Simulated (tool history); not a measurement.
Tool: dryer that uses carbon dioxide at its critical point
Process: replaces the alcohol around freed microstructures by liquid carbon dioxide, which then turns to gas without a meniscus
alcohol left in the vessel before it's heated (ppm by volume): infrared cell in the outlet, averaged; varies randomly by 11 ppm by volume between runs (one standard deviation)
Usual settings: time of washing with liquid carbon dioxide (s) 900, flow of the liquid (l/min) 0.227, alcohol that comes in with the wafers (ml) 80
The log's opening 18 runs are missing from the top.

| run | hour | time of washing with liquid carbon dioxide (s) | flow of the liquid (l/min) | alcohol that comes in with the wafers (ml) | alcohol left in the vessel before it's heated (ppm by volume) |
|---|---|---|---|---|---|
| 19 | 569.1 | 900 | 0.244 | 80 | 510 |
| 20 | 599.8 | 900 | 0.244 | 80 | 520 |
| 21 | 643.7 | 900 | 0.244 | 80 | 557 |
| 22 | 675.6 | 900 | 0.244 | 80 | 586 |
| 23 | 694.5 | 900 | 0.244 | 80 | 603 |
| 24 | 731.2 | 900 | 0.244 | 80 | 611 |
| 25 | 758.7 | 1200 | 0.328 | 80 | 56 |
| 26 | 801.4 | 540 | 0.159 | 25 | 5740 |
| 27 | 846.3 | 900 | 0.227 | 42 | 565 |

Run 28, settings as shown, results not yet in. Your forecast:
| 28 | 886.7 | 1320 | 0.372 | 48 | ? |

alcohol left in the vessel before it's heated (ppm by volume): 66
Take away the tool's hidden state, keep the run-to-run variation as it was, and the same run would have given alcohol left in the vessel before it's heated (ppm by volume) 10.
